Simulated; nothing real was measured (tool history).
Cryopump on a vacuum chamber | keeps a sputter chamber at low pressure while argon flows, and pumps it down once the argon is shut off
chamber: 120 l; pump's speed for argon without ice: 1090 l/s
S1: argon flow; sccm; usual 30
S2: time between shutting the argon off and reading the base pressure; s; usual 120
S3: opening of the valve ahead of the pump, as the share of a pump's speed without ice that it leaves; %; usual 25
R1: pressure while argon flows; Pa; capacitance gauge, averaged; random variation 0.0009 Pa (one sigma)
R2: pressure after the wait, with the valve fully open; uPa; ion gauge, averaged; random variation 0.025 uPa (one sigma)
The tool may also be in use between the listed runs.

run	day	S1	S2	S3	R1	R2
1	0	30	120	25	0.1902	2.89
2	2.021	30	120	25	0.1884	2.95
3	4.738	30	120	25	0.1914	3.02
4	7.246	30	120	25	0.1907	3.08
5	10.112	30	120	25	0.1927	3.24
6	11.9	30	120	25	0.1908	3.21
7	14.304	30	120	25	0.1921	3.2
8	15.738	30	120	25	0.1939	3.32
9	17.188	30	120	25	0.1939	3.46
10	19.021	30	120	31	0.1587	3.37
11	20.621	30	120	31	0.158	3.43
12	22.142	30	120	17	0.2798	3.49
13	23.333	20	120	17	0.1902	3.58

Run 14 comes next. What will it give?
14	25.117	30	120	31	?	?

Run 14 gave R1 0.159 Pa, R2 3.5 uPa.
Without the tool's hidden state the same run would have given R1 0.1495 Pa, R2 0.98 uPa.
